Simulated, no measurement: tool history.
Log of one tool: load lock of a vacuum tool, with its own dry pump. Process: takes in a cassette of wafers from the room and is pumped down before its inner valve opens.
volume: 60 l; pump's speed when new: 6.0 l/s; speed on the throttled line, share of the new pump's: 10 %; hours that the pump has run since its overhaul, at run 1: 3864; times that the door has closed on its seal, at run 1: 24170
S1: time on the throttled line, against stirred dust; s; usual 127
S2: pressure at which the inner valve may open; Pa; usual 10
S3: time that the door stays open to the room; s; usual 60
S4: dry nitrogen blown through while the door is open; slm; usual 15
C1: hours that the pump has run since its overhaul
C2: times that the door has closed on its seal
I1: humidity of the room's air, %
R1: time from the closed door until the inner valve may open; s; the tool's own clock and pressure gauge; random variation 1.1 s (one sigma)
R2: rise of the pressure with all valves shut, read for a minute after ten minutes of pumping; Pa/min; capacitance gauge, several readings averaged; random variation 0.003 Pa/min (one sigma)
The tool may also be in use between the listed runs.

Run 1, hour 0: usual settings; C1 3864; C2 24170; I1 47.7. Result: R1 209.8 s, R2 0.107 Pa/min.
Run 2, hour 110.4: usual settings; C1 3974; C2 24600; I1 44.9. Result: R1 209.7 s, R2 0.108 Pa/min.
Run 3, hour 241.4: usual settings; C1 4105; C2 25110; I1 44.2. Result: R1 211 s, R2 0.112 Pa/min.
Run 4, hour 347.3: usual settings; C1 4211; C2 25522; I1 44.6. Result: R1 211.2 s, R2 0.111 Pa/min.
Run 5, hour 441.1: usual settings; C1 4305; C2 25887; I1 44.1. Result: R1 210.7 s, R2 0.117 Pa/min.
Run 6, hour 502.4: usual settings; C1 4366; C2 26126; I1 43.4. Result: R1 209.4 s, R2 0.115 Pa/min.
Run 7, hour 589.7: usual settings; C1 4454; C2 26466; I1 47.7. Result: R1 209.2 s, R2 0.122 Pa/min.
Run 8, hour 705.6: usual settings but S4 5 slm; C1 4570; C2 26917; I1 48.9. Result: R1 211.5 s, R2 0.124 Pa/min.
Run 9, hour 773.2: usual settings but S4 5 slm; C1 4637; C2 27180; I1 46. Result: R1 209.6 s, R2 0.124 Pa/min.
Run 10, hour 880.5: usual settings but S4 5 slm; C1 4745; C2 27598; I1 42.1. Result: R1 210 s, R2 0.125 Pa/min.
Run 11, hour 969.7: usual settings but S4 5 slm; C1 4834; C2 27946; I1 44.6. Result: R1 211.7 s, R2 0.135 Pa/min.
Run 12, hour 1065.6: usual settings but S4 5 slm; C1 4930; C2 28319; I1 47.4. Result: R1 211.8 s, R2 0.13 Pa/min.
Run 13, hour 1159.8: usual settings but S4 5 slm; C1 5024; C2 28686; I1 47.7. Result: R1 210.3 s, R2 0.14 Pa/min.
Run 14, hour 1225.4: usual settings; C1 5089; C2 28941; I1 48.9. Result: R1 208.9 s, R2 0.135 Pa/min.
Run 15, hour 1353.2: usual settings but S4 4 slm; C1 5217; C2 29439; I1 44.6. Result: R1 210.2 s, R2 0.143 Pa/min.
Run 16, hour 1480: usual settings but S4 4 slm; C1 5344; C2 29932; I1 47.1. Result: R1 211.4 s, R2 0.143 Pa/min.
Run 17, hour 1606.7: usual settings but S1 182 s, S3 105 s; C1 5471; C2 30426; I1 41.8. Result: R1 261.5 s, R2 0.143 Pa/min.
Run 18, hour 1739.3: usual settings but S1 182 s, S3 105 s; C1 5603; C2 30942; I1 49.2. Result: R1 260.3 s, R2 0.149 Pa/min.
Run 19, hour 1831.5: usual settings but S1 182 s, S3 105 s; C1 5696; C2 31301; I1 46.8. Result: R1 260.3 s, R2 0.156 Pa/min.
Run 20, hour 1930.6: usual settings but S1 182 s, S3 105 s; C1 5795; C2 31687; I1 43. Result: R1 261.2 s, R2 0.153 Pa/min.
Run 21, hour 2074.3: usual settings but S1 182 s, S3 105 s; C1 5938; C2 32246; I1 42.7. Result: R1 262.7 s, R2 0.153 Pa/min.
Run 22, hour 2157.1: usual settings but S1 182 s, S3 105 s, S4 31 slm; C1 6021; C2 32569; I1 45.3. Result: R1 261.4 s, R2 0.158 Pa/min.
Run 23, hour 2262.2: usual settings but S1 126 s, S2 12 Pa, S3 142 s, S4 33 slm; C1 6126; C2 32978; I1 41.1. Result: R1 209.8 s, R2 0.153 Pa/min.
Run 24, hour 2407.8: usual settings but S3 50 s; C1 6272; C2 33545; I1 44.7. Result: R1 212.2 s, R2 0.156 Pa/min.
Run 25, hour 2546.3: usual settings but S1 87 s, S2 12 Pa, S3 153 s; C1 6410; C2 34084; I1 44.1. Result: R1 174.2 s, R2 0.168 Pa/min.
Run 26, hour 2669.2: usual settings but S1 93 s, S2 11 Pa, S3 52 s, S4 8 slm; C1 6533; C2 34563; I1 44.1. Result: R1 182.8 s, R2 0.162 Pa/min.
Run 27, hour 2805.7: usual settings but S1 93 s, S2 11 Pa, S3 52 s, S4 8 slm; C1 6670; C2 35094; I1 44.3. Result: R1 183 s, R2 0.167 Pa/min.
Run 28, hour 2871.6: usual settings but S1 129 s, S2 15 Pa, S3 61 s, S4 24 slm; C1 6736; C2 35350; I1 44.2. Result: R1 209.1 s, R2 0.165 Pa/min.
Run 29, hour 2993.5: usual settings but S1 129 s, S2 15 Pa, S3 61 s, S4 24 slm; C1 6858; C2 35825; I1 44.3. Result: R1 208.8 s, R2 0.171 Pa/min.
Run 30, hour 3059.5: usual settings but S1 150 s, S2 18 Pa, S3 61 s, S4 35 slm; C1 6924; C2 36082; I1 46.8. Result: R1 227.1 s, R2 0.174 Pa/min.
Run 31, hour 3138.4: usual settings but S3 171 s, S4 9 slm; C1 7002; C2 36389; I1 46.8. Result: R1 213.8 s, R2 0.204 Pa/min.
Run 32, hour 3200.9: usual settings but S3 171 s, S4 9 slm; C1 7065; C2 36633; I1 47.2. Result: R1 213.4 s, R2 0.204 Pa/min.

Hidden state or all else? Some run-to-run changes of R1, split into what the settings, what came in and random variation would give without the hidden state, and what is left for the hidden state (with any gauge scatter that isn't in both results):
The hidden state here: pump's speed, % of a new pump's; leak at the door's seal, Pa l/s; drift of the gauge itself on ready_s, %; drift of the gauge itself on rise_pa_min, %.
Run 16 -> 17: S1 127 -> 182, S3 60 -> 105, S4 4 -> 15. R1 +50.1 s: hidden state -0.4, all else +50.5.
Run 22 -> 23: S1 182 -> 126, S2 10 -> 12, S3 105 -> 142, S4 31 -> 33. R1 -51.6 s: hidden state +0.3, all else -51.9.
Run 24 -> 25: S1 127 -> 87, S2 10 -> 12, S3 50 -> 153. R1 -38 s: hidden state +0.1, all else -38.1.
Run 27 -> 28: S1 93 -> 129, S2 11 -> 15, S3 52 -> 61, S4 8 -> 24. R1 +26.1 s: hidden state -0.5, all else +26.6.
Run 30 -> 31: S1 150 -> 127, S2 18 -> 10, S3 61 -> 171, S4 35 -> 9. R1 -13.3 s: hidden state +0.6, all else -13.9.
